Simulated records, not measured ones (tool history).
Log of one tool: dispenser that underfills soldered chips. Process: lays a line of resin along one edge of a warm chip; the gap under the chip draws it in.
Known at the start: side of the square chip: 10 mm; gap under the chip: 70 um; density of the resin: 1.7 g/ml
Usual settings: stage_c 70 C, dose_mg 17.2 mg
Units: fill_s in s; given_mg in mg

run    day  stage_c  dose_mg  fill_s  given_mg
  1  0.000       70     17.2    59.5     16.90
     0.142  -- new syringe of resin
  2  0.283       70     17.2    55.8     16.85
  3  0.579       70     17.2    65.4     16.81
     0.646  -- new syringe of resin
     1.021  -- dispensing valve cleaned and set on the balance
  4  1.100       70     14.6    65.4     14.56
     1.183  -- new syringe of resin
  5  1.367       70     14.6    57.5     14.53
     1.646  -- new syringe of resin
  6  1.646       82     17.2    29.3     17.11
  7  2.054       82     17.2    36.5     17.08
     2.112  -- new syringe of resin
  8  2.412       70     18.0    60.1     17.72
     2.583  -- new syringe of resin
  9  2.725       70     18.0    53.3     17.78
     3.050  -- new syringe of resin
 10  3.208       70     17.2    54.8     16.88
 11  3.475       84     17.2    34.2     16.88
     3.512  -- new syringe of resin
 12  3.733       84     21.0    29.8     20.56
     3.979  -- new syringe of resin
 13  4.233       79     17.2    39.5     16.75
     4.417  -- dispensing valve cleaned and set on the balance
     4.504  -- new syringe of resin
 14  4.525       79     17.2    33.3     17.15
     4.967  -- new syringe of resin
 15  5.054       79     17.2    35.1     17.14
 16  5.342       59     17.2   102.7     17.04
     5.454  -- new syringe of resin
 17  5.742       70     22.0    57.2     21.74

Run 18 comes next. What will it give?
     5.912  -- new syringe of resin
 18  6.062       70     15.0       ?         ?

Run 18 gave fill_s 56.6 s, given_mg 14.86 mg.
Without the tool's hidden state the same run would have given fill_s 53.2 s, given_mg 15.06 mg.
